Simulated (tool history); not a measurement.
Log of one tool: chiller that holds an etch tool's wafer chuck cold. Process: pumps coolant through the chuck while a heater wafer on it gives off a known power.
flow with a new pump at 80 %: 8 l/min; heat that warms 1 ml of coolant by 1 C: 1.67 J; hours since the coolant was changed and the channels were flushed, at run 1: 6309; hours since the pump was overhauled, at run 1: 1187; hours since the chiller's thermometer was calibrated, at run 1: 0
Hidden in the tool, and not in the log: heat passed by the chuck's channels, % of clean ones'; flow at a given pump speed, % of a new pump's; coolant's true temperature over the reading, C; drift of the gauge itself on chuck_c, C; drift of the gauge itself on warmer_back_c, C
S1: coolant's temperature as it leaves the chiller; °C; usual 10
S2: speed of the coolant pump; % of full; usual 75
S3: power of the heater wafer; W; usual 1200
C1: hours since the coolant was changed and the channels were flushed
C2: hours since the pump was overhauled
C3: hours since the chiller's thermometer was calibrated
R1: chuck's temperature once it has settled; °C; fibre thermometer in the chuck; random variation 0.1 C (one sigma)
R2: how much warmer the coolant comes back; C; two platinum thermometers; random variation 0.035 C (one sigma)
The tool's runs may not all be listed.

run 1 hour=0.0 | S1=10 S2=75 S3=1200 | C1=6309 C2=1187 C3=0 | R1=22.2 R2=5.87
run 2 hour=60.7 | S1=10 S2=75 S3=1200 | C1=6370 C2=1248 C3=61 | R1=22.4 R2=5.94
run 3 hour=116.1 | S1=10 S2=75 S3=1392 | C1=6425 C2=1303 C3=116 | R1=24.3 R2=6.90
run 4 hour=162.0 | S1=10 S2=84 S3=1392 | C1=6471 C2=1349 C3=162 | R1=23.2 R2=6.00
run 5 hour=203.7 | S1=17 S2=75 S3=1200 | C1=6513 C2=1391 C3=204 | R1=29.3 R2=5.93
run 6 hour=268.4 | S1=11 S2=75 S3=1200 | C1=6577 C2=1456 C3=268 | R1=23.4 R2=5.95
run 7 hour=321.6 | S1=11 S2=75 S3=1200 | C1=6631 C2=1509 C3=322 | R1=23.2 R2=5.91
run 8 hour=366.1 | S1=10 S2=63 S3=1200 | C1=6675 C2=1553 C3=366 | R1=24.2 R2=7.22
run 9 hour=424.4 | S1=2 S2=75 S3=650 | C1=6733 C2=1611 C3=424 | R1=8.7 R2=3.20
run 10 hour=457.4 | S1=3 S2=87 S3=1057 | C1=6766 C2=1645 C3=457 | R1=13.0 R2=4.45
run 11 hour=520.8 | S1=3 S2=87 S3=1057 | C1=6830 C2=1708 C3=521 | R1=13.0 R2=4.49
-- hour=529.1 coolant pump overhauled
run 12 hour=568.1 | S1=10 S2=75 S3=618 | C1=6872 C2=39 C3=563 | R1=16.3 R2=3.10
run 13 hour=630.7 | S1=5 S2=92 S3=961 | C1=6935 C2=102 C3=626 | R1=13.6 R2=3.76
-- hour=699.9 coolant pump overhauled, once more
run 14 hour=699.9 | S1=20 S2=75 S3=1200 | C1=6999 C2=0 C3=690 | R1=32.1 R2=5.83
run 15 hour=732.1 | S1=20 S2=72 S3=932 | C1=7031 C2=32 C3=722 | R1=29.7 R2=4.82

Forecast each of these 5 alternatives for the next run:
run A hour=773.8 | S1=20 S2=69 S3=932 | C1=7073 C2=74 C3=764 | R1=? R2=?
run B hour=773.8 | S1=12 S2=87 S3=1382 | C1=7073 C2=74 C3=764 | R1=? R2=?
run C hour=773.8 | S1=13 S2=72 S3=684 | C1=7073 C2=74 C3=764 | R1=? R2=?
run D hour=773.8 | S1=10 S2=60 S3=692 | C1=7073 C2=74 C3=764 | R1=? R2=?
run E hour=773.8 | S1=15 S2=83 S3=1000 | C1=7073 C2=74 C3=764 | R1=? R2=?

run=A R1=30.3 R2=5.02
run=B R1=24.8 R2=5.74
run=C R1=20.1 R2=3.45
run=D R1=18.4 R2=4.36
run=E R1=24.4 R2=4.39
Without the tool's hidden state the same runs would have given:
run=A R1=29.7 R2=4.97
run=B R1=24.0 R2=5.68
run=C R1=19.7 R2=3.42
run=D R1=18.0 R2=4.31
run=E R1=23.9 R2=4.34
